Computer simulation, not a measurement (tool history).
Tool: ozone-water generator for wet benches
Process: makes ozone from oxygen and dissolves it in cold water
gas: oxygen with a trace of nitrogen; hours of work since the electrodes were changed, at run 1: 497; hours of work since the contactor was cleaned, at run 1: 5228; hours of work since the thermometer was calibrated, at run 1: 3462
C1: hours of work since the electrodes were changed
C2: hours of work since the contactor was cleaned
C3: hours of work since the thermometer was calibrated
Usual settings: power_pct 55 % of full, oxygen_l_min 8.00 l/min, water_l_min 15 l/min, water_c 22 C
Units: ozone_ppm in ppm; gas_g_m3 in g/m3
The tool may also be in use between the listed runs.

{"run": 1, "day": 0.0, "power_pct": 55, "oxygen_l_min": 8.0, "water_l_min": 15, "water_c": 22, "C1": 497, "C2": 5228, "C3": 3462, "ozone_ppm": 22.4, "gas_g_m3": 226.0}
{"run": 2, "day": 1.188, "power_pct": 55, "oxygen_l_min": 8.0, "water_l_min": 15, "water_c": 22, "C1": 520, "C2": 5251, "C3": 3485, "ozone_ppm": 22.6, "gas_g_m3": 224.4}
{"run": 3, "day": 2.292, "power_pct": 55, "oxygen_l_min": 8.0, "water_l_min": 15, "water_c": 22, "C1": 541, "C2": 5272, "C3": 3506, "ozone_ppm": 22.6, "gas_g_m3": 227.1}
{"run": 4, "day": 4.521, "power_pct": 55, "oxygen_l_min": 8.0, "water_l_min": 15, "water_c": 22, "C1": 584, "C2": 5315, "C3": 3549, "ozone_ppm": 22.2, "gas_g_m3": 226.0}
{"run": 5, "day": 5.908, "power_pct": 55, "oxygen_l_min": 8.0, "water_l_min": 15, "water_c": 22, "C1": 611, "C2": 5342, "C3": 3575, "ozone_ppm": 22.8, "gas_g_m3": 223.8}
{"run": 6, "day": 7.496, "power_pct": 55, "oxygen_l_min": 8.0, "water_l_min": 15, "water_c": 22, "C1": 641, "C2": 5372, "C3": 3606, "ozone_ppm": 22.6, "gas_g_m3": 224.7}
{"run": 7, "day": 8.738, "power_pct": 55, "oxygen_l_min": 8.0, "water_l_min": 15, "water_c": 22, "C1": 665, "C2": 5396, "C3": 3630, "ozone_ppm": 22.6, "gas_g_m3": 226.2}
{"run": 8, "day": 10.125, "power_pct": 55, "oxygen_l_min": 8.0, "water_l_min": 15, "water_c": 22, "C1": 692, "C2": 5423, "C3": 3657, "ozone_ppm": 22.6, "gas_g_m3": 220.6}
{"run": 9, "day": 11.367, "power_pct": 55, "oxygen_l_min": 8.0, "water_l_min": 15, "water_c": 22, "C1": 716, "C2": 5447, "C3": 3680, "ozone_ppm": 22.3, "gas_g_m3": 225.2}
{"run": 10, "day": 12.8, "power_pct": 55, "oxygen_l_min": 8.0, "water_l_min": 15, "water_c": 22, "C1": 743, "C2": 5474, "C3": 3708, "ozone_ppm": 22.1, "gas_g_m3": 224.7}
{"run": 11, "day": 14.558, "power_pct": 75, "oxygen_l_min": 8.0, "water_l_min": 15, "water_c": 22, "C1": 777, "C2": 5508, "C3": 3742, "ozone_ppm": 27.6, "gas_g_m3": 275.1}
{"day": 15.508, "done": "water thermometer calibrated"}
{"run": 12, "day": 16.654, "power_pct": 55, "oxygen_l_min": 8.0, "water_l_min": 12, "water_c": 22, "C1": 817, "C2": 5548, "C3": 22, "ozone_ppm": 26.4, "gas_g_m3": 222.2}
{"run": 13, "day": 18.946, "power_pct": 55, "oxygen_l_min": 5.74, "water_l_min": 15, "water_c": 22, "C1": 861, "C2": 5592, "C3": 66, "ozone_ppm": 23.5, "gas_g_m3": 267.8}
{"run": 14, "day": 21.042, "power_pct": 55, "oxygen_l_min": 5.74, "water_l_min": 15, "water_c": 27, "C1": 901, "C2": 5632, "C3": 106, "ozone_ppm": 21.3, "gas_g_m3": 269.7}
{"run": 15, "day": 22.267, "power_pct": 55, "oxygen_l_min": 5.74, "water_l_min": 15, "water_c": 27, "C1": 925, "C2": 5656, "C3": 130, "ozone_ppm": 21.3, "gas_g_m3": 268.6}
{"run": 16, "day": 23.796, "power_pct": 82, "oxygen_l_min": 8.0, "water_l_min": 24, "water_c": 22, "C1": 954, "C2": 5685, "C3": 159, "ozone_ppm": 19.9, "gas_g_m3": 291.8}
{"run": 17, "day": 25.158, "power_pct": 82, "oxygen_l_min": 8.0, "water_l_min": 24, "water_c": 22, "C1": 980, "C2": 5712, "C3": 186, "ozone_ppm": 19.8, "gas_g_m3": 290.7}
{"run": 18, "day": 26.629, "power_pct": 55, "oxygen_l_min": 10.28, "water_l_min": 23, "water_c": 29, "C1": 1009, "C2": 5740, "C3": 214, "ozone_ppm": 13.1, "gas_g_m3": 195.2}
{"day": 27.221, "done": "contactor cleaned"}
{"run": 19, "day": 28.208, "power_pct": 55, "oxygen_l_min": 8.0, "water_l_min": 15, "water_c": 15, "C1": 1036, "C2": 19, "C3": 241, "ozone_ppm": 27.4, "gas_g_m3": 224.5}
{"run": 20, "day": 30.538, "power_pct": 55, "oxygen_l_min": 8.0, "water_l_min": 15, "water_c": 15, "C1": 1081, "C2": 64, "C3": 286, "ozone_ppm": 27.2, "gas_g_m3": 225.4}
{"run": 21, "day": 32.367, "power_pct": 55, "oxygen_l_min": 8.0, "water_l_min": 15, "water_c": 15, "C1": 1116, "C2": 99, "C3": 321, "ozone_ppm": 26.8, "gas_g_m3": 223.1}
{"run": 22, "day": 33.817, "power_pct": 55, "oxygen_l_min": 10.03, "water_l_min": 15, "water_c": 28, "C1": 1144, "C2": 127, "C3": 349, "ozone_ppm": 19.8, "gas_g_m3": 197.7}

Forecast each of these 3 alternatives for the next run:
{"run": "A", "day": 35.754, "power_pct": 79, "oxygen_l_min": 10.1, "water_l_min": 15, "water_c": 28, "C1": 1181, "C2": 164, "C3": 386, "ozone_ppm": "?", "gas_g_m3": "?"}
{"run": "B", "day": 35.754, "power_pct": 55, "oxygen_l_min": 10.03, "water_l_min": 15, "water_c": 28, "C1": 1181, "C2": 164, "C3": 386, "ozone_ppm": "?", "gas_g_m3": "?"}
{"run": "C", "day": 35.754, "power_pct": 59, "oxygen_l_min": 10.03, "water_l_min": 15, "water_c": 23, "C1": 1181, "C2": 164, "C3": 386, "ozone_ppm": "?", "gas_g_m3": "?"}

run=A ozone_ppm=24.9 gas_g_m3=250.3
run=B ozone_ppm=19.5 gas_g_m3=197.2
run=C ozone_ppm=23.0 gas_g_m3=205.1
Without the tool's hidden state the same runs would have given:
run=A ozone_ppm=25.4 gas_g_m3=255.0
run=B ozone_ppm=19.9 gas_g_m3=200.1
run=C ozone_ppm=23.4 gas_g_m3=208.3

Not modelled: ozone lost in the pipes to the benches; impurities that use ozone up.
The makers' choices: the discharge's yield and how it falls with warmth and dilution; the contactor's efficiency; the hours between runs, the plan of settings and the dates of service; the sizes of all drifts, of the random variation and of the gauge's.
